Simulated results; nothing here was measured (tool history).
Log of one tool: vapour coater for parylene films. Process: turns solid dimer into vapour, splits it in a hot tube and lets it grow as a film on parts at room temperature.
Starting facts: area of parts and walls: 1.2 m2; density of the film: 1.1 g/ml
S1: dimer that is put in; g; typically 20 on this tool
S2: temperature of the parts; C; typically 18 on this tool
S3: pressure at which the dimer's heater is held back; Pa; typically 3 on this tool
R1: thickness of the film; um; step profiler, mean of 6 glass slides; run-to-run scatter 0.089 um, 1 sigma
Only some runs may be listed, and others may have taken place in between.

Run 1, day 0: usual settings. Result: R1 10.51 um.
Run 2, day 1.567: usual settings. Result: R1 10.3 um.
Run 3, day 3.025: usual settings. Result: R1 10.37 um.
Run 4, day 4.625: usual settings. Result: R1 10.12 um.
Run 5, day 7.25: usual settings. Result: R1 10.09 um.
Run 6, day 9.138: usual settings. Result: R1 9.68 um.
Run 7, day 10.962: usual settings. Result: R1 9.74 um.
At day 12.458: trap's valve overhauled.
Run 8, day 13.096: usual settings. Result: R1 9.28 um.
Run 9, day 15.104: usual settings. Result: R1 9.05 um.
Run 10, day 17.3: usual settings. Result: R1 8.85 um.
At day 19.671: trap's valve overhauled, once more.
Run 11, day 19.917: usual settings but S1 11 g. Result: R1 5.74 um.
Run 12, day 22.071: usual settings. Result: R1 10.37 um.
Run 13, day 23.575: usual settings. Result: R1 10.32 um.
Run 14, day 24.783: usual settings. Result: R1 10.29 um.
Run 15, day 26.317: usual settings but S3 2.46 Pa. Result: R1 10.59 um.
Run 16, day 28.279: usual settings but S3 6.96 Pa. Result: R1 8.32 um.
Run 17, day 30.45: usual settings but S2 13 C. Result: R1 12.31 um.
Run 18, day 31.742: usual settings but S2 13 C. Result: R1 12.21 um.
Run 19, day 33.358: usual settings but S1 12 g, S2 20 C, S3 8.05 Pa. Result: R1 4.16 um.
At day 33.867: trap's valve overhauled.
Run 20, day 34.8: usual settings but S1 12 g, S3 4.62 Pa. Result: R1 5.73 um.
Run 21, day 36.496: usual settings but S3 4.16 Pa. Result: R1 9.68 um.
Run 22, day 38.067: usual settings but S2 12 C, S3 9.58 Pa. Result: R1 10.58 um.
Run 23, day 40.288: usual settings but S2 12 C, S3 9.58 Pa. Result: R1 10.45 um.
Run 24, day 42.762: usual settings but S1 24 g, S2 24 C, S3 8.14 Pa. Result: R1 7.14 um.
Run 25, day 44.371: usual settings but S1 24 g, S2 13 C, S3 11.76 Pa. Result: R1 11.15 um.
Run 26, day 46.517: usual settings but S1 19 g. Result: R1 8.91 um.
At day 48.188: trap's valve overhauled.
Run 27, day 48.883: usual settings but S1 19 g. Result: R1 9.64 um.
Run 28, day 51.075: usual settings but S1 34 g, S2 13 C, S3 2.97 Pa. Result: R1 21.97 um.
Run 29, day 53.296: usual settings but S2 26 C, S3 6.1 Pa. Result: R1 5.86 um.
Run 30, day 54.475: usual settings but S1 9 g, S2 20 C. Result: R1 4.05 um.
Run 31, day 56.433: usual settings but S1 17 g, S2 19 C. Result: R1 7.81 um.
Run 32, day 57.712: usual settings but S1 19 g, S2 19 C. Result: R1 8.79 um.
Run 33, day 59.829: usual settings but S1 15 g. Result: R1 7.15 um.
Run 34, day 61.733: usual settings but S1 15 g. Result: R1 6.98 um.
At day 62.517: trap's valve overhauled.
Run 35, day 63.796: usual settings but S1 31 g, S2 27 C, S3 7.34 Pa. Result: R1 8.43 um.

Measured minus without-hidden-state, run by run (identical run-to-run variation in each term; gauge scatter may differ):
Hidden conditions of the tool in this case: vapour lost through the trap's worn valve, %; true temperature of the parts over the reading, C; drift of the gauge itself on film_um, %.
run     R1
  1   -0.3
  2  -0.42
  3  -0.55
  4  -0.67
  5   -0.9
  6  -1.01
  7  -1.19
  8   -1.7
  9  -1.86
 10  -2.03
 11  -0.18
 12  -0.51
 13  -0.62
 14  -0.72
 15  -0.87
 16  -0.83
 17  -1.47
 18  -1.59
 19  -0.59
 20  -0.28
 21   -0.6
 22   -0.8
 23  -0.99
 24  -0.83
 25  -1.47
 26  -1.35
 27  -0.57
 28  -1.66
 29  -0.55
 30  -0.41
 31  -0.94
 32  -1.16
 33  -1.08
 34  -1.18
 35  -0.65
